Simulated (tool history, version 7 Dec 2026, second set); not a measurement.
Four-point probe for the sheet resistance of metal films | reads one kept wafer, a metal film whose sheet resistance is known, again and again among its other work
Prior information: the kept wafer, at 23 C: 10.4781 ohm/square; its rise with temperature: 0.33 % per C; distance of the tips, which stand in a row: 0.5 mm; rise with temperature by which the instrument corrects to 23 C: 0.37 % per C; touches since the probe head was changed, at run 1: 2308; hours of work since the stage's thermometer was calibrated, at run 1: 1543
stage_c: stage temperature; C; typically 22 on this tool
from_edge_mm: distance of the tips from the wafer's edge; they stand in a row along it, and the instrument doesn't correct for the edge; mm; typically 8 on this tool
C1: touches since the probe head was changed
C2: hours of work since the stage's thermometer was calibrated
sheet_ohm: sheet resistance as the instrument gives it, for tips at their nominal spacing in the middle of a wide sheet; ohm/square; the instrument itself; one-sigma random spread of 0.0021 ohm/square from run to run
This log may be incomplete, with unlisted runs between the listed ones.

run 1 hour=0.0 | stage_c=22 from_edge_mm=8 | C1=2308 C2=1543 | sheet_ohm=10.528542
run 2 hour=7.7 | stage_c=22 from_edge_mm=8 | C1=2503 C2=1547 | sheet_ohm=10.529380
run 3 hour=21.7 | stage_c=22 from_edge_mm=8 | C1=2856 C2=1555 | sheet_ohm=10.528398
run 4 hour=37.0 | stage_c=22 from_edge_mm=8 | C1=3244 C2=1563 | sheet_ohm=10.525928
run 5 hour=47.9 | stage_c=32 from_edge_mm=8 | C1=3519 C2=1569 | sheet_ohm=10.484481
run 6 hour=58.6 | stage_c=32 from_edge_mm=8 | C1=3790 C2=1575 | sheet_ohm=10.484812
run 7 hour=75.5 | stage_c=32 from_edge_mm=8 | C1=4216 C2=1584 | sheet_ohm=10.485677
run 8 hour=89.4 | stage_c=32 from_edge_mm=8 | C1=4566 C2=1592 | sheet_ohm=10.486566
run 9 hour=103.9 | stage_c=22 from_edge_mm=8 | C1=4934 C2=1600 | sheet_ohm=10.527131
-- hour=105.5 stage's thermometer calibrated
run 10 hour=120.8 | stage_c=22 from_edge_mm=8 | C1=5349 C2=8 | sheet_ohm=10.538412
run 11 hour=130.0 | stage_c=22 from_edge_mm=26 | C1=5581 C2=13 | sheet_ohm=10.516011
run 12 hour=148.8 | stage_c=33 from_edge_mm=26 | C1=6054 C2=24 | sheet_ohm=10.466674
run 13 hour=166.5 | stage_c=33 from_edge_mm=26 | C1=6504 C2=33 | sheet_ohm=10.468509
-- hour=175.0 stage's thermometer calibrated, once more
run 14 hour=175.8 | stage_c=33 from_edge_mm=26 | C1=6724 C2=0 | sheet_ohm=10.443590
run 15 hour=191.0 | stage_c=33 from_edge_mm=26 | C1=7110 C2=9 | sheet_ohm=10.451611
run 16 hour=204.4 | stage_c=22 from_edge_mm=46 | C1=7447 C2=16 | sheet_ohm=10.496938
run 17 hour=213.5 | stage_c=22 from_edge_mm=46 | C1=7677 C2=21 | sheet_ohm=10.494489

Run 18 is up next; what results do you expect?
run 18 hour=226.0 | stage_c=22 from_edge_mm=46 | C1=7995 C2=28 | sheet_ohm=?

{"run 18": {"sheet_ohm": 10.496163}}
If the tool had no hidden condition, the same run with the same run-to-run variation would have returned sheet_ohm 10.485442 ohm/square.
